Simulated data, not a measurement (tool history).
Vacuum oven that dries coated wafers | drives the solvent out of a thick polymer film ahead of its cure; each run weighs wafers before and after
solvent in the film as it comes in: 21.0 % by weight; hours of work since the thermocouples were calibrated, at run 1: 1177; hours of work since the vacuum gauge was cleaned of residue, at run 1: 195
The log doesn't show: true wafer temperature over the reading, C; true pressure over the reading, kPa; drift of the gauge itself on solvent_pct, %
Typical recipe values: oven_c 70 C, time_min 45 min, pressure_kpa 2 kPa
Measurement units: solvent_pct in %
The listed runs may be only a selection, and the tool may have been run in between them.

run,hour,oven_c,time_min,pressure_kpa,hours of work since the thermocouples were calibrated,hours of work since the vacuum gauge was cleaned of residue,solvent_pct
1,0,70,45,2,1177,195,6.36
2,14,70,45,2,1187,205,6.31
3,26.9,70,45,2,1197,214,6.42
4,35.5,70,45,2,1203,220,6.37
5,50.3,68,45,2,1214,231,7.03
6,65.4,68,45,2,1225,242,7.03
7,80.7,70,45,4.24,1236,253,9.35
8,88.2,70,45,4.24,1241,259,9.36
9,102.2,70,45,4.24,1251,269,9.4
10,111.5,70,45,2,1258,276,6.27
11,126.5,70,37,2,1269,287,7.32
12,139.9,70,45,2,1279,296,6.37
13,153.3,56,45,2,1289,306,11.59
14,167.4,65,45,2,1299,317,8.06
15,181.5,56,45,2,1309,327,11.56
16,191.8,70,45,2,1317,334,6.39
17,202.7,78,45,2,1325,342,4.03
18,217.7,78,45,2,1335,353,4
19,225.6,78,45,2,1341,359,4.01
20,234.3,78,45,2,1348,365,4
21,247.9,70,45,3.98,1358,375,9.01
22,261.1,70,56,2,1367,385,5.4
23,271.2,70,28,2,1374,392,8.76
24,280.1,70,28,2,1381,399,8.82
25,294.2,70,28,2,1391,409,8.82
26,301.3,61,36,2,1396,414,10.69
27,315.6,61,36,2,1407,424,10.74
28,330.4,77,45,1.79,1418,435,4.07
29,340.9,70,33,3.2,1425,443,9.3
30,352.7,70,33,3.2,1434,452,9.41
31,366.1,70,33,3.2,1444,461,9.41
32,372.9,57,31,5.57,1449,466,18.35
33,379.6,83,70,2.61,1453,471,2.71
34,388.8,70,39,2,1460,478,7.05
35,401,69,42,1.65,1469,487,6.56
36,413.1,70,45,1.62,1478,496,5.86
37,420.8,70,45,1.62,1483,501,5.82
38,436,70,45,1.62,1495,512,5.87
39,446.2,70,45,1.62,1502,520,5.83
40,458,70,45,1.62,1511,528,5.82
41,472.2,69,22,1.28,1521,539,9.63
42,486.8,73,45,2,1532,549,5.35
43,495,73,45,2.7,1538,555,6.28
44,505.8,73,66,1.72,1545,563,3.62
45,515.8,82,45,2,1553,570,3.16
46,526.1,82,45,2,1560,578,3.09

What if the next run were any one of these 3? Each begins from the tool's condition after run 46:
A,539.2,70,75,4.35,1570,587,?
B,539.2,82,44,1.1,1570,587,?
C,539.2,58,54,7.65,1570,587,?

run,solvent_pct
A,7.98
B,2.33
C,21.16
Stripped of hidden state, with their random variation kept, the same runs would have yielded:
run,solvent_pct
A,8
B,2.34
C,21.16
